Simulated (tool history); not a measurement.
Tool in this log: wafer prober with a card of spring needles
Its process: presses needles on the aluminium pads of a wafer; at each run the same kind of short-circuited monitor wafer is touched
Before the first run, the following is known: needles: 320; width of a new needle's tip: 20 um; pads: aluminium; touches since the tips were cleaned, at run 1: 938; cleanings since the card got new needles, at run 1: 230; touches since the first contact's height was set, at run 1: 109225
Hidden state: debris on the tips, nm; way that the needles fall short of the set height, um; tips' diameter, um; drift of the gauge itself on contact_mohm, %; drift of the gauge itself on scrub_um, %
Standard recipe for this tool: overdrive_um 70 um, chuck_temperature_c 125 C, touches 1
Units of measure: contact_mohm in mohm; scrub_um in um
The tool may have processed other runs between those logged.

run    hour  overdrive_um  chuck_temperature_c  touches  touches since the tips were cleaned  cleanings since the card got new needles  touches since the first contact's height was set  contact_mohm  scrub_um
  1       0            70                  125        1                                  938                                       230                                            109225           200     18.03
       11.2  -- tips cleaned on abrasive film
       29.8  -- tips cleaned on abrasive film
       33.8  -- height of the first contact set anew
         45  -- tips cleaned on abrasive film
  2    57.1            70                  125        2                                 2597                                       233                                              4986           200     18.01
       60.9  -- tips cleaned on abrasive film
       79.5  -- tips cleaned on abrasive film
       94.3  -- tips cleaned on abrasive film
      112.9  -- tips cleaned on abrasive film
      127.8  -- tips cleaned on abrasive film
  3   129.2            70                  125        2                                  292                                       238                                             20407           198     18.01
      144.1  -- tips cleaned on abrasive film
        159  -- tips cleaned on abrasive film
      173.9  -- tips cleaned on abrasive film
      188.8  -- tips cleaned on abrasive film
  4   200.4            65                  125        2                                 2493                                       242                                             35639           206     16.79
      204.1  -- tips cleaned on abrasive film
        219  -- tips cleaned on abrasive film
      237.6  -- tips cleaned on abrasive film
      256.2  -- tips cleaned on abrasive film
      271.1  -- tips cleaned on abrasive film
        286  -- tips cleaned on abrasive film
  5     292            70                   37        1                                 1291                                       248                                             55242           183        18
      303.2  -- tips cleaned on abrasive film
      321.8  -- tips cleaned on abrasive film
      336.7  -- tips cleaned on abrasive film
      351.6  -- tips cleaned on abrasive film
      370.2  -- tips cleaned on abrasive film
      388.8  -- tips cleaned on abrasive film
  6   391.7            70                   37        2                                  633                                       254                                             76577           180        18
      406.6  -- tips cleaned on abrasive film
      421.5  -- tips cleaned on abrasive film
      440.1  -- tips cleaned on abrasive film
      458.7  -- tips cleaned on abrasive film
      473.6  -- tips cleaned on abrasive film
      489.4  -- tips cleaned on abrasive film
  7   489.4            70                   37        2                                    0                                       260                                             97468           182     18.03
        508  -- tips cleaned on abrasive film
      526.6  -- tips cleaned on abrasive film
      541.5  -- tips cleaned on abrasive film
      556.4  -- tips cleaned on abrasive film
  8   565.1            70                   37        2                                 1872                                       264                                            113672           179     17.96
      572.6  -- tips cleaned on abrasive film
      576.6  -- height of the first contact set anew
      587.7  -- tips cleaned on abrasive film
      602.6  -- tips cleaned on abrasive film
      617.5  -- tips cleaned on abrasive film
      632.4  -- tips cleaned on abrasive film
      647.3  -- tips cleaned on abrasive film
  9   647.9            70                  125        1                                  129                                       270                                             15257           200     17.97
      662.8  -- tips cleaned on abrasive film
      681.4  -- tips cleaned on abrasive film
        700  -- tips cleaned on abrasive film
      718.6  -- tips cleaned on abrasive film
      733.5  -- tips cleaned on abrasive film
 10   740.3            70                  125        2                                 1462                                       275                                             35032           203        18
      751.5  -- tips cleaned on abrasive film
      766.4  -- tips cleaned on abrasive film
      781.3  -- tips cleaned on abrasive film
 11   782.1            70                  125        2                                  174                                       278                                             43965           199      18.1
        797  -- tips cleaned on abrasive film
      811.9  -- tips cleaned on abrasive film
      826.8  -- tips cleaned on abrasive film
 12   832.4            62                  125        1                                 1213                                       281                                             54735           204      15.9
      843.6  -- tips cleaned on abrasive film
      858.5  -- tips cleaned on abrasive film
      873.4  -- tips cleaned on abrasive film
        892  -- tips cleaned on abrasive film
      909.1  -- tips cleaned on abrasive film
 13   909.1            62                  125        1                                    0                                       286                                             71137           206     15.96
        924  -- tips cleaned on abrasive film
      938.9  -- tips cleaned on abrasive film
      953.8  -- tips cleaned on abrasive film
      968.7  -- tips cleaned on abrasive film
      987.3  -- tips cleaned on abrasive film
 14   987.4            71                  100        1                                   16                                       291                                             87874           195     18.18
     1002.3  -- tips cleaned on abrasive film
     1017.2  -- tips cleaned on abrasive film
     1032.1  -- tips cleaned on abrasive film
     1050.6  -- tips cleaned on abrasive film
 15  1050.6            71                  100        1                                    0                                       295                                            101394           191     18.27
     1069.2  -- tips cleaned on abrasive film
     1084.1  -- tips cleaned on abrasive film
       1099  -- tips cleaned on abrasive film
 16  1104.1            70                   40        2                                 1101                                       298                                            112845           179     17.97
     1115.3  -- tips cleaned on abrasive film
     1119.3  -- height of the first contact set anew
     1134.2  -- tips cleaned on abrasive film
     1149.1  -- tips cleaned on abrasive film
 17  1158.2            70                   40        2                                 1957                                       301                                              8327           181     18.02
     1165.6  -- tips cleaned on abrasive film
     1180.5  -- tips cleaned on abrasive film
     1195.4  -- tips cleaned on abrasive film
     1210.3  -- tips cleaned on abrasive film
     1225.2  -- tips cleaned on abrasive film
     1240.1  -- tips cleaned on abrasive film
 18    1252            70                   40        2                                 2566                                       307                                             28409           183        18
     1255.8  -- tips cleaned on abrasive film
     1270.7  -- tips cleaned on abrasive film
     1285.6  -- tips cleaned on abrasive film
     1300.5  -- tips cleaned on abrasive film
     1315.4  -- tips cleaned on abrasive film
 19  1317.9            60                   29        1                                  532                                       312                                             42476           180     15.37
     1332.8  -- tips cleaned on abrasive film
     1347.7  -- tips cleaned on abrasive film
     1362.6  -- tips cleaned on abrasive film
     1381.2  -- tips cleaned on abrasive film
 20  1385.3            60                   29        1                                  890                                       316                                             56902           184      15.4
     1396.5  -- tips cleaned on abrasive film
     1411.4  -- tips cleaned on abrasive film
     1426.3  -- tips cleaned on abrasive film
     1444.9  -- tips cleaned on abrasive film
 21  1446.1            84                  109        1                                  268                                       320                                             69912           193     21.53

Forecast run 22:
       1461  -- tips cleaned on abrasive film
     1475.9  -- tips cleaned on abrasive film
     1494.5  -- tips cleaned on abrasive film
     1509.4  -- tips cleaned on abrasive film
     1524.3  -- tips cleaned on abrasive film
     1539.2  -- tips cleaned on abrasive film
 22  1544.6            76                   82        1                                 1152                                       326                                             90970             ?         ?

{"run 22": {"contact_mohm": 188, "scrub_um": 19.58}}
With the hidden condition absent and the run-to-run variation left alone, this run would have shown contact_mohm 188 mohm, scrub_um 19.58 um.

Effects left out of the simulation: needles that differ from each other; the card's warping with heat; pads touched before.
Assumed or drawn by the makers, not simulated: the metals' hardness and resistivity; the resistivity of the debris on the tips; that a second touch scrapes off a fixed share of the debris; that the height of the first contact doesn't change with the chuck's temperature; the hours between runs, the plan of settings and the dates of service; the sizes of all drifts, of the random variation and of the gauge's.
